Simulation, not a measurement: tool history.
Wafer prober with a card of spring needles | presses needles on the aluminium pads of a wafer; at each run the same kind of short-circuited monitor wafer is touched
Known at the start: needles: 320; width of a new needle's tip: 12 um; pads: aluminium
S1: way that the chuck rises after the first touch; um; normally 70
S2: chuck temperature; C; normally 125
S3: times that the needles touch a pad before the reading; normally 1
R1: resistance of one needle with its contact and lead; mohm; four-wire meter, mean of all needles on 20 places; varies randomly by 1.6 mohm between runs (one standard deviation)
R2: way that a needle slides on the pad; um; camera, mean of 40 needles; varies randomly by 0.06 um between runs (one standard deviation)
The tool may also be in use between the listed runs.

Run 1, hour 0.0: usual settings. Result: R1 156 mohm, R2 15.94 um.
At hour 6.3: tips cleaned on abrasive film.
At hour 14.2: tips cleaned on abrasive film.
Run 2, hour 14.3: usual settings but S3 3. Result: R1 155 mohm, R2 16.07 um.
At hour 20.6: tips cleaned on abrasive film.
At hour 28.1: tips cleaned on abrasive film.
Run 3, hour 31.1: usual settings but S3 2. Result: R1 167 mohm, R2 15.93 um.
At hour 35.7: tips cleaned on abrasive film.
At hour 42.5: tips cleaned on abrasive film.
At hour 49.7: tips cleaned on abrasive film.
Run 4, hour 50.9: usual settings. Result: R1 170 mohm, R2 15.90 um.
At hour 57.0: tips cleaned on abrasive film.
At hour 64.0: tips cleaned on abrasive film.
At hour 71.5: tips cleaned on abrasive film.
At hour 78.2: tips cleaned on abrasive film.
Run 5, hour 78.2: usual settings. Result: R1 159 mohm, R2 15.98 um.
At hour 84.5: tips cleaned on abrasive film.
At hour 92.4: tips cleaned on abrasive film.
Run 6, hour 97.9: usual settings but S1 72 um. Result: R1 193 mohm, R2 16.43 um.
At hour 99.4: tips cleaned on abrasive film.
At hour 106.7: tips cleaned on abrasive film.
Run 7, hour 111.1: usual settings but S1 72 um. Result: R1 184 mohm, R2 16.35 um.
At hour 114.3: tips cleaned on abrasive film.
At hour 121.7: tips cleaned on abrasive film.
At hour 129.0: tips cleaned on abrasive film.
At hour 135.9: tips cleaned on abrasive film.
Run 8, hour 139.0: usual settings but S1 72 um. Result: R1 178 mohm, R2 16.19 um.
At hour 142.2: tips cleaned on abrasive film.
At hour 149.7: tips cleaned on abrasive film.
At hour 156.9: tips cleaned on abrasive film.
Run 9, hour 160.0: usual settings but S2 54 C. Result: R1 164 mohm, R2 15.81 um.
At hour 164.2: tips cleaned on abrasive film.
At hour 171.6: tips cleaned on abrasive film.
At hour 179.4: tips cleaned on abrasive film.
Run 10, hour 183.7: usual settings but S2 54 C. Result: R1 169 mohm, R2 15.77 um.
At hour 186.9: tips cleaned on abrasive film.
At hour 194.4: tips cleaned on abrasive film.
At hour 201.9: tips cleaned on abrasive film.
Run 11, hour 202.3: usual settings but S2 54 C. Result: R1 151 mohm, R2 15.76 um.
At hour 208.5: tips cleaned on abrasive film.
At hour 215.8: tips cleaned on abrasive film.
At hour 223.6: tips cleaned on abrasive film.
Run 12, hour 225.3: usual settings but S1 76 um. Result: R1 172 mohm, R2 17.02 um.
At hour 231.2: tips cleaned on abrasive film.
At hour 238.6: tips cleaned on abrasive film.
At hour 244.9: tips cleaned on abrasive film.
Run 13, hour 246.7: usual settings but S1 76 um. Result: R1 168 mohm, R2 16.99 um.
At hour 251.4: tips cleaned on abrasive film.
At hour 258.6: tips cleaned on abrasive film.
Run 14, hour 259.4: usual settings but S1 76 um. Result: R1 161 mohm, R2 17.10 um.
At hour 265.2: tips cleaned on abrasive film.
At hour 273.0: tips cleaned on abrasive film.
At hour 279.6: tips cleaned on abrasive film.
Run 15, hour 279.6: usual settings but S1 50 um, S2 42 C, S3 3. Result: R1 148 mohm, R2 10.94 um.
At hour 287.1: tips cleaned on abrasive film.
At hour 294.7: tips cleaned on abrasive film.
Run 16, hour 296.8: usual settings but S1 64 um. Result: R1 177 mohm, R2 14.11 um.
At hour 301.6: tips cleaned on abrasive film.
At hour 309.2: tips cleaned on abrasive film.
Run 17, hour 313.3: usual settings but S1 58 um. Result: R1 188 mohm, R2 12.74 um.
At hour 316.4: tips cleaned on abrasive film.
At hour 323.8: tips cleaned on abrasive film.
At hour 331.6: tips cleaned on abrasive film.
At hour 338.9: tips cleaned on abrasive film.
Run 18, hour 339.6: usual settings but S1 58 um. Result: R1 170 mohm, R2 12.75 um.
At hour 345.8: tips cleaned on abrasive film.
Run 19, hour 351.9: usual settings but S1 58 um. Result: R1 205 mohm, R2 12.73 um.
At hour 353.4: tips cleaned on abrasive film.
At hour 359.7: tips cleaned on abrasive film.
At hour 367.5: tips cleaned on abrasive film.
Run 20, hour 367.8: usual settings but S1 58 um. Result: R1 167 mohm, R2 12.64 um.
At hour 373.9: tips cleaned on abrasive film.
At hour 381.3: tips cleaned on abrasive film.
Run 21, hour 382.2: usual settings but S1 58 um. Result: R1 168 mohm, R2 12.69 um.
At hour 388.1: tips cleaned on abrasive film.
At hour 395.9: tips cleaned on abrasive film.
Run 22, hour 399.6: usual settings but S1 57 um, S2 33 C. Result: R1 184 mohm, R2 12.49 um.
At hour 402.8: tips cleaned on abrasive film.
At hour 410.4: tips cleaned on abrasive film.
Run 23, hour 412.2: usual settings but S1 57 um, S2 33 C. Result: R1 164 mohm, R2 12.49 um.
At hour 416.7: tips cleaned on abrasive film.
At hour 423.9: tips cleaned on abrasive film.
At hour 431.5: tips cleaned on abrasive film.
Run 24, hour 432.5: usual settings but S1 57 um, S3 2. Result: R1 168 mohm, R2 12.29 um.

Forecast each of these 4 alternatives for the next run:
At hour 438.7: tips cleaned on abrasive film.
At hour 446.2: tips cleaned on abrasive film.
Run A, hour 450.4: usual settings but S1 57 um. Result: R1 ?, R2 ?.
At hour 438.7: tips cleaned on abrasive film.
At hour 446.2: tips cleaned on abrasive film.
Run B, hour 450.4: usual settings but S1 84 um, S2 81 C, S3 2. Result: R1 ?, R2 ?.
At hour 438.7: tips cleaned on abrasive film.
At hour 446.2: tips cleaned on abrasive film.
Run C, hour 450.4: usual settings but S1 61 um, S2 80 C. Result: R1 ?, R2 ?.
At hour 438.7: tips cleaned on abrasive film.
At hour 446.2: tips cleaned on abrasive film.
Run D, hour 450.4: usual settings but S2 28 C, S3 2. Result: R1 ?, R2 ?.

run   R1     R2
  A  195  12.31
  B  161  18.47
  C  184  13.25
  D  158  15.35
Without the tool's hidden state the same runs would have given:
run   R1     R2
  A  156  13.07
  B  148  19.23
  C  147  14.02
  D  139  16.12
